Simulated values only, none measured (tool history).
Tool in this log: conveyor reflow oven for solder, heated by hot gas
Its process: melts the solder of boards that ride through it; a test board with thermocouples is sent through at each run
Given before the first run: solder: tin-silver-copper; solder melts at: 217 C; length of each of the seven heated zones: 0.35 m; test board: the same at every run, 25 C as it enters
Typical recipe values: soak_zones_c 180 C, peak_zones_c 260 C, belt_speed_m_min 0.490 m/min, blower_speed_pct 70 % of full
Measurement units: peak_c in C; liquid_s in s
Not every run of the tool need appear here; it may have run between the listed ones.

run	hour	soak_zones_c	peak_zones_c	belt_speed_m_min	blower_speed_pct	peak_c	liquid_s
1	0.0	180	260	0.490	70	250.7	67.5
2	9.5	180	260	0.490	70	250.8	67.4
3	17.9	180	260	0.490	70	250.7	67.4
4	26.9	180	260	0.490	70	250.3	67.2
5	34.2	180	260	0.490	56	247.7	64.0
6	44.6	180	260	0.490	56	247.7	64.0
7	53.1	185	260	0.490	70	251.0	69.9
8	60.2	185	260	0.490	70	251.2	70.2
9	65.7	185	266	0.490	70	256.6	73.8
10	76.3	185	266	0.490	70	256.7	73.4
11	82.2	185	266	0.490	70	256.9	73.6
12	90.3	185	266	0.490	70	256.4	73.5
13	95.3	185	266	0.490	70	256.7	73.7
14	100.6	185	266	0.490	70	256.6	73.5
15	109.4	177	264	0.477	70	254.5	70.8
16	114.8	177	260	0.490	67	249.6	65.0
17	119.5	184	269	0.398	87	264.8	97.3
18	128.2	180	270	0.490	83	261.7	74.7
19	137.6	175	270	0.556	83	258.0	61.8
20	144.6	175	257	0.410	81	252.1	82.5
21	151.9	175	257	0.399	83	252.6	85.5
22	157.0	175	257	0.399	83	252.4	85.6
23	163.2	175	257	0.411	88	252.4	83.0
24	173.0	166	260	0.490	53	244.7	54.6
25	179.7	187	267	0.578	76	254.8	61.6
26	194.6	186	264	0.560	74	252.6	61.9
27	202.0	175	260	0.476	70	250.7	67.1
28	211.4	181	268	0.482	53	254.9	70.8

Withheld: 1 entry from between the runs. Position of each, and hidden state at the listed run before versus the listed run after:
After run 25, before run 26: flux residue cleaned out of gas plates and filters (hour 187.1)
  heat that the gas passes to the board, % of a clean oven's: 99.6 -> 100; belt's true speed, % of the reading: 99.99 -> 99.98
